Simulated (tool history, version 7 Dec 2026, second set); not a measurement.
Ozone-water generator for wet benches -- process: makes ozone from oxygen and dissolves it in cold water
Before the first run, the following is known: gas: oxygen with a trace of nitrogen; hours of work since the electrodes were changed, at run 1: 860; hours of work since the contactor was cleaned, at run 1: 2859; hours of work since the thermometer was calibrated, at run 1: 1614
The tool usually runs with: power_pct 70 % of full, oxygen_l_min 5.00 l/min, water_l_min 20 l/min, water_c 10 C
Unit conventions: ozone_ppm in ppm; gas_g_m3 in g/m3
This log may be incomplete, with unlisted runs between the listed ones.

run   hour  power_pct  oxygen_l_min  water_l_min  water_c  hours of work since the electrodes were changed  hours of work since the contactor was cleaned  hours of work since the thermometer was calibrated  ozone_ppm  gas_g_m3
  1    0.0         70          5.00           20       10                                              860                                           2859                                                1614       20.1     181.2
  2   17.3         70          5.00           20       10                                              874                                           2873                                                1628       20.4     180.5
  3   41.8         70          5.00           20       10                                              894                                           2893                                                1648       20.2     182.4
  4   57.6         42          5.00           20       10                                              907                                           2906                                                1661       13.8     123.8
  5   72.5         70          5.00           20       10                                              919                                           2918                                                1673       20.3     182.3
  6   96.7         70          5.00           20       10                                              939                                           2938                                                1693       20.1     182.1
  7  110.8         70          5.00           20       10                                              951                                           2950                                                1704       20.4     180.3
  8  144.9         70          4.47           20       10                                              979                                           2977                                                1732       19.7     189.1
  9  160.1         70          5.00           20       10                                              991                                           2990                                                1745       20.4     178.1
 10  183.8         70          5.00           20       10                                             1010                                           3009                                                1764       20.0     181.4
 11  198.7         70          3.91           20       10                                             1023                                           3021                                                1776       19.4     200.3
 12  213.9         70          3.91           21       10                                             1035                                           3034                                                1789       18.3     201.4
 13  247.5         70          3.91           21       10                                             1062                                           3061                                                1816       18.5     200.3
 14  266.9         70          3.91           16       10                                             1078                                           3077                                                1832       23.1     200.3
 15  301.1         65          5.39           29        9                                             1106                                           3105                                                1860       13.8     165.7
 16  322.7         53          7.93           19       10                                             1124                                           3123                                                1878       18.3     119.5
     326.3  -- water thermometer calibrated
 17  339.4         51          6.46           29        5                                             1137                                           3136                                                  11       12.5     126.6
 18  362.1         70          5.00           20        9                                             1156                                           3155                                                  29       20.4     179.9
 19  384.3         59          5.00           20        6                                             1174                                           3173                                                  47       18.5     157.6
 20  415.7         59          5.00           20        6                                             1200                                           3199                                                  73       18.3     158.8
 21  441.7         59          5.00           20        6                                             1221                                           3220                                                  94       18.5     158.3
     457.8  -- water thermometer calibrated, once more
 22  460.3         83          2.99           24       15                                             1236                                           3235                                                   2       16.1     254.9
 23  474.6         83          2.96           29       13                                             1247                                           3246                                                  14       13.4     252.4
 24  497.0         70          8.71           18       16                                             1266                                           3265                                                  32       21.0     140.8
 25  529.6         70          8.71           31       16                                             1293                                           3291                                                  59       13.7     141.3
 26  560.2         70          8.71           31       16                                             1318                                           3316                                                  84       14.0     139.7
 27  576.8         70          5.00           18        7                                             1331                                           3330                                                  97       22.7     177.4
 28  592.8         70          5.00           18        7                                             1344                                           3343                                                 110       22.8     179.2

What differs in the tool's unlogged condition from the final listed run ahead of each entry between runs to the first listed run following it?
Between runs 16 and 17: water thermometer calibrated (hour 326.3)
  true water temperature over the reading, C: 0.06 -> 0.09
  what was measured, less what the result would be without the hidden state, ozone_ppm: -0.7 -> -0.5 ppm; gas_g_m3: -2.5 -> -2.6 g/m3
Between runs 21 and 22: water thermometer calibrated, once more (hour 457.8)
  true water temperature over the reading, C: 0.1 -> 0.05
  what was measured, less what the result would be without the hidden state, ozone_ppm: -0.8 -> -0.8 ppm; gas_g_m3: -4.0 -> -8.3 g/m3
